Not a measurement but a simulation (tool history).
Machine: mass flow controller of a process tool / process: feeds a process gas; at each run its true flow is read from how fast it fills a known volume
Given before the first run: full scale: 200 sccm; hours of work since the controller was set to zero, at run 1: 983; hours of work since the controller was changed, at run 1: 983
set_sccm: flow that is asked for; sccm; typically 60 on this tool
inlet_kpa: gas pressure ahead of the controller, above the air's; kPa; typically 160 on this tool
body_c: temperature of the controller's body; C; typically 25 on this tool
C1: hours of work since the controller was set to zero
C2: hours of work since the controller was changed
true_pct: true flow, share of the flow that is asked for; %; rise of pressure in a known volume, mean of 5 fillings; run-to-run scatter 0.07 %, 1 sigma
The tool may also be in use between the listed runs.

Run 1, hour 0.0: usual settings; C1 983; C2 983. Result: true_pct 98.96 %.
Run 2, hour 142.5: usual settings; C1 1029; C2 1029. Result: true_pct 99.10 %.
Run 3, hour 258.0: usual settings; C1 1067; C2 1067. Result: true_pct 98.92 %.
Run 4, hour 333.4: usual settings but set_sccm 28 sccm; C1 1092; C2 1092. Result: true_pct 98.69 %.
Run 5, hour 507.9: usual settings but inlet_kpa 150 kPa; C1 1149; C2 1149. Result: true_pct 99.06 %.
Run 6, hour 634.2: usual settings but inlet_kpa 150 kPa; C1 1191; C2 1191. Result: true_pct 98.99 %.
Run 7, hour 742.8: usual settings but inlet_kpa 240 kPa; C1 1226; C2 1226. Result: true_pct 98.82 %.
Run 8, hour 884.8: usual settings but set_sccm 74 sccm; C1 1273; C2 1273. Result: true_pct 99.14 %.
Run 9, hour 1031.8: usual settings but set_sccm 74 sccm, inlet_kpa 194 kPa, body_c 29 C; C1 1321; C2 1321. Result: true_pct 98.64 %.
Run 10, hour 1129.8: usual settings but set_sccm 171 sccm, body_c 35 C; C1 1353; C2 1353. Result: true_pct 98.90 %.
Run 11, hour 1216.5: usual settings but set_sccm 40 sccm, inlet_kpa 226 kPa, body_c 23 C; C1 1382; C2 1382. Result: true_pct 98.93 %.
Run 12, hour 1329.8: usual settings but set_sccm 32 sccm, inlet_kpa 214 kPa, body_c 39 C; C1 1419; C2 1419. Result: true_pct 97.29 %.
Run 13, hour 1417.8: usual settings but set_sccm 190 sccm, inlet_kpa 182 kPa, body_c 37 C; C1 1448; C2 1448. Result: true_pct 98.75 %.

Each row is a separate what-if for the run after 13, all from the same tool condition, not one after another. Results?
Run A, hour 1519.0: usual settings but set_sccm 170 sccm, inlet_kpa 194 kPa, body_c 37 C; C1 1481; C2 1481. Result: true_pct ?.
Run B, hour 1519.0: usual settings but set_sccm 44 sccm, inlet_kpa 211 kPa, body_c 29 C; C1 1481; C2 1481. Result: true_pct ?.
Run C, hour 1519.0: usual settings but set_sccm 33 sccm, inlet_kpa 241 kPa, body_c 24 C; C1 1481; C2 1481. Result: true_pct ?.

run  true_pct
  A     98.58
  B     98.22
  C     98.72
What these runs would have given with no unlogged condition in the tool:
run  true_pct
  A     98.58
  B     98.21
  C     98.70
